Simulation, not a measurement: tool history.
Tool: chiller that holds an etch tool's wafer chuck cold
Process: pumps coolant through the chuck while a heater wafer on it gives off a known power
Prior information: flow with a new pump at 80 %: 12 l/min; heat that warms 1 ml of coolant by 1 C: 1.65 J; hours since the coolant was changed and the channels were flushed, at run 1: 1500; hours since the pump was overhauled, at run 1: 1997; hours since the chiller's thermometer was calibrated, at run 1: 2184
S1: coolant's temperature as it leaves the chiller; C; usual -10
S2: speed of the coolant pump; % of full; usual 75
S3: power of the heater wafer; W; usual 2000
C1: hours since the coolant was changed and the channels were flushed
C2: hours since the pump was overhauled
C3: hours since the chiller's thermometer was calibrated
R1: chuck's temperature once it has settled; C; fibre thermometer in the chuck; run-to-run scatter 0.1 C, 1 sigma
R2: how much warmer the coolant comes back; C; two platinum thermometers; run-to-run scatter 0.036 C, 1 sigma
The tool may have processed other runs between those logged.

| run | day | S1 | S2 | S3 | C1 | C2 | C3 | R1 | R2 |
|---|---|---|---|---|---|---|---|---|---|
| 1 | 0.000 | -10 | 75 | 2000 | 1500 | 1997 | 2184 | 11.1 | 6.74 |
| 2 | 1.771 | -10 | 75 | 2000 | 1543 | 2040 | 2226 | 11.2 | 6.79 |
| 3 | 3.696 | -10 | 75 | 2000 | 1589 | 2086 | 2272 | 11.2 | 6.81 |
| 4 | 5.062 | -10 | 75 | 2000 | 1622 | 2119 | 2305 | 11.3 | 6.89 |
| 5 | 6.812 | -10 | 75 | 2000 | 1664 | 2161 | 2347 | 11.5 | 6.77 |
| 6 | 8.004 | -10 | 75 | 2000 | 1692 | 2189 | 2376 | 11.3 | 6.82 |
| 7 | 9.479 | -10 | 88 | 2000 | 1728 | 2225 | 2411 | 8.7 | 5.80 |
| 8 | 10.892 | -10 | 88 | 2000 | 1762 | 2259 | 2445 | 8.8 | 5.81 |
| 9 | 12.717 | -10 | 75 | 2000 | 1805 | 2302 | 2489 | 11.4 | 6.76 |
| 10 | 14.483 | -10 | 77 | 2000 | 1848 | 2345 | 2531 | 11.0 | 6.61 |
| 11 | 16.300 | -10 | 75 | 2000 | 1891 | 2388 | 2575 | 11.5 | 6.88 |
| 12 | 17.975 | -10 | 75 | 2000 | 1932 | 2429 | 2615 | 11.7 | 6.84 |
| 13 | 19.258 | -14 | 75 | 2000 | 1962 | 2459 | 2646 | 7.6 | 6.90 |
| 14 | 21.092 | -14 | 75 | 2000 | 2006 | 2503 | 2690 | 7.7 | 6.92 |
| 15 | 22.388 | -10 | 75 | 2000 | 2037 | 2534 | 2721 | 11.7 | 6.84 |

The next listed run, before its measurement:
| 16 | 23.804 | -14 | 72 | 1680 | 2071 | 2568 | 2755 | ? | ? |

{"run 16": {"R1": 4.9, "R2": 6.02}}
Had the tool carried no hidden state, the very same run would have given R1 2.9 C, R2 5.65 C.

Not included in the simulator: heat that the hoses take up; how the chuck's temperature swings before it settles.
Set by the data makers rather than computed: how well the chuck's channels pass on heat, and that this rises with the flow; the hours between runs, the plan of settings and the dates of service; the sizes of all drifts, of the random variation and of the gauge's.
